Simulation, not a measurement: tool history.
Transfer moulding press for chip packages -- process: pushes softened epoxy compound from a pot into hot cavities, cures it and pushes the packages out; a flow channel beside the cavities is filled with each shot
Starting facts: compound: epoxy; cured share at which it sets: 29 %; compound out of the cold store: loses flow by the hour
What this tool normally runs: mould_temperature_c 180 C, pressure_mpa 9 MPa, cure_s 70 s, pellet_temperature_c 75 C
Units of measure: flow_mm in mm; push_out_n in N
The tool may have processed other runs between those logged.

| run | hour | mould_temperature_c | pressure_mpa | cure_s | pellet_temperature_c | incoming compound's hours out of the cold store | flow_mm | push_out_n |
|---|---|---|---|---|---|---|---|---|
| 1 | 0 | 180 | 9 | 70 | 75 | 17.7 | 688 | 545 |
| 2 | 11 | 182 | 9 | 70 | 75 | 35.2 | 624 | 576 |
| 3 | 35.5 | 182 | 9 | 70 | 75 | 25.5 | 651 | 690 |
|  | 41.7 | cavities cleaned with cleaning compound and waxed |
| 4 | 53.3 | 182 | 9 | 70 | 75 | 36.3 | 619 | 469 |
| 5 | 74.5 | 182 | 9 | 70 | 75 | 12.2 | 691 | 651 |
|  | 95.6 | cavities cleaned with cleaning compound and waxed |
| 6 | 95.6 | 182 | 9 | 70 | 75 | 46 | 576 | 378 |
| 7 | 117.9 | 182 | 9 | 89 | 75 | 44.5 | 576 | 511 |
| 8 | 128.3 | 182 | 9 | 89 | 75 | 26.1 | 632 | 548 |
| 9 | 146.7 | 180 | 9 | 70 | 83 | 32 | 617 | 729 |
|  | 151 | plunger's sealing rings changed |
|  | 152.5 | cavities cleaned with cleaning compound and waxed |
| 10 | 161 | 180 | 9 | 70 | 83 | 43.9 | 618 | 483 |
| 11 | 180.4 | 180 | 9 | 70 | 83 | 9.6 | 737 | 663 |
| 12 | 198 | 180 | 9 | 70 | 83 | 37.2 | 634 | 714 |
|  | 206.8 | cavities cleaned with cleaning compound and waxed |
| 13 | 211.1 | 180 | 9 | 70 | 75 | 34.9 | 644 | 451 |
| 14 | 236.5 | 180 | 9 | 70 | 75 | 14.9 | 710 | 714 |
| 15 | 252.5 | 180 | 8.39 | 53 | 83 | 43.6 | 586 | 1338 |
|  | 261.2 | cavities cleaned with cleaning compound and waxed |
| 16 | 269.8 | 180 | 8.37 | 72 | 83 | 43 | 590 | 487 |
| 17 | 286.2 | 182 | 7.76 | 105 | 71 | 19.3 | 631 | 522 |
| 18 | 309.7 | 182 | 7.76 | 105 | 71 | 28.1 | 598 | 612 |
|  | 316.5 | cavities cleaned with cleaning compound and waxed |
| 19 | 327.6 | 180 | 8.36 | 50 | 75 | 42.7 | 577 | 1121 |
| 20 | 340.8 | 175 | 9.2 | 65 | 80 | 16.5 | 703 | 958 |
| 21 | 361.4 | 187 | 9.2 | 55 | 75 | 46.2 | 580 | 790 |
|  | 371.3 | cavities cleaned with cleaning compound and waxed |
| 22 | 384.9 | 180 | 9 | 70 | 75 | 22.9 | 655 | 533 |
| 23 | 398 | 180 | 9 | 70 | 75 | 43.4 | 586 | 603 |
| 24 | 413.2 | 176 | 9.21 | 53 | 73 | 47.1 | 587 | 1628 |
|  | 425.9 | cavities cleaned with cleaning compound and waxed |
| 25 | 431.2 | 182 | 9.37 | 72 | 66 | 23.4 | 656 | 433 |
|  | 450.9 | plunger's sealing rings changed |
| 26 | 457.5 | 185 | 10.07 | 70 | 75 | 21.1 | 725 | 554 |
| 27 | 474.3 | 188 | 10.07 | 69 | 75 | 40 | 653 | 630 |
|  | 482.7 | cavities cleaned with cleaning compound and waxed |
| 28 | 486.3 | 188 | 10.07 | 69 | 75 | 15.3 | 740 | 375 |

Below are 4 alternative next runs, each starting from the tool's condition after run 28. Predict each:
| A | 511.3 | 188 | 8.71 | 69 | 75 | 24.1 | ? | ? |
| B | 511.3 | 188 | 10.12 | 69 | 75 | 10.5 | ? | ? |
| C | 511.3 | 180 | 7.83 | 72 | 75 | 38.7 | ? | ? |
| D | 511.3 | 187 | 9.34 | 93 | 75 | 24.9 | ? | ? |

| run | flow_mm | push_out_n |
|---|---|---|
| A | 655 | 539 |
| B | 758 | 556 |
| C | 583 | 603 |
| D | 672 | 523 |
Without the tool's hidden state the same runs would have given:
| run | flow_mm | push_out_n |
|---|---|---|
| A | 669 | 353 |
| B | 774 | 364 |
| C | 595 | 401 |
| D | 686 | 341 |

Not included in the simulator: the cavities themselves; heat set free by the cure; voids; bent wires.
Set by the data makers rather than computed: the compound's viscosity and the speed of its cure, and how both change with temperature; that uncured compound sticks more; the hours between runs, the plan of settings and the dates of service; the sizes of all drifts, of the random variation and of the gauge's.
